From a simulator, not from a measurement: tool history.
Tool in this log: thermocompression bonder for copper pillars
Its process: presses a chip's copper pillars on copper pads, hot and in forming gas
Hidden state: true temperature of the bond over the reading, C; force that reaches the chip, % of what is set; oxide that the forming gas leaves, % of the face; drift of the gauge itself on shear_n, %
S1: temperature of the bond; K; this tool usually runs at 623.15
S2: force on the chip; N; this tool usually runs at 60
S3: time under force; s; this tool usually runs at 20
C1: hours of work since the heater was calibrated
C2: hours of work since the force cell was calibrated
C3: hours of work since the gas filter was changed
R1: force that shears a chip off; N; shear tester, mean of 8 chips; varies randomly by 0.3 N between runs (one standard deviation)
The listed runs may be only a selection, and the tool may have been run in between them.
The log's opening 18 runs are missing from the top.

{"run": 19, "day": 12.175, "S1": 606.15, "S2": 83, "S3": 14, "C1": 661, "C2": 437, "C3": 39, "R1": 33}
{"run": 20, "day": 13.0, "S1": 635.15, "S2": 46, "S3": 34, "C1": 673, "C2": 449, "C3": 51, "R1": 37}
{"run": 21, "day": 13.917, "S1": 597.15, "S2": 82, "S3": 17, "C1": 686, "C2": 463, "C3": 64, "R1": 31.2}
{"run": 22, "day": 14.771, "S1": 597.15, "S2": 82, "S3": 17, "C1": 699, "C2": 475, "C3": 76, "R1": 31.1}
{"run": 23, "day": 15.679, "S1": 597.15, "S2": 82, "S3": 17, "C1": 712, "C2": 488, "C3": 90, "R1": 30.9}
{"run": 24, "day": 16.383, "S1": 645.15, "S2": 62, "S3": 41, "C1": 722, "C2": 499, "C3": 100, "R1": 57.8}
{"run": 25, "day": 17.375, "S1": 641.15, "S2": 60, "S3": 46, "C1": 737, "C2": 513, "C3": 114, "R1": 55.8}
{"run": 26, "day": 17.996, "S1": 641.15, "S2": 60, "S3": 46, "C1": 746, "C2": 522, "C3": 123, "R1": 56.2}
{"run": 27, "day": 18.629, "S1": 641.15, "S2": 60, "S3": 46, "C1": 755, "C2": 531, "C3": 133, "R1": 56}
{"run": 28, "day": 19.35, "S1": 617.15, "S2": 45, "S3": 46, "C1": 766, "C2": 542, "C3": 143, "R1": 32.1}
{"run": 29, "day": 20.029, "S1": 617.15, "S2": 45, "S3": 46, "C1": 776, "C2": 552, "C3": 153, "R1": 32.3}
{"run": 30, "day": 20.938, "S1": 652.15, "S2": 45, "S3": 11, "C1": 789, "C2": 565, "C3": 166, "R1": 27.8}
{"run": 31, "day": 21.567, "S1": 635.15, "S2": 60, "S3": 28, "C1": 798, "C2": 574, "C3": 176, "R1": 44.5}
{"run": 32, "day": 22.208, "S1": 635.15, "S2": 60, "S3": 28, "C1": 807, "C2": 584, "C3": 185, "R1": 44.8}

Forecast each of these 4 alternatives for the next run:
{"run": "A", "day": 22.825, "S1": 599.15, "S2": 60, "S3": 21, "C1": 816, "C2": 593, "C3": 194, "R1": "?"}
{"run": "B", "day": 22.825, "S1": 623.15, "S2": 41, "S3": 10, "C1": 816, "C2": 593, "C3": 194, "R1": "?"}
{"run": "C", "day": 22.825, "S1": 633.15, "S2": 38, "S3": 15, "C1": 816, "C2": 593, "C3": 194, "R1": "?"}
{"run": "D", "day": 22.825, "S1": 635.15, "S2": 60, "S3": 11, "C1": 816, "C2": 593, "C3": 194, "R1": "?"}

run=A R1=25.1
run=B R1=16.3
run=C R1=20.5
run=D R1=31
Without the tool's unlogged condition, the same runs would have read:
run=A R1=25.1
run=B R1=16.3
run=C R1=20.5
run=D R1=31.1
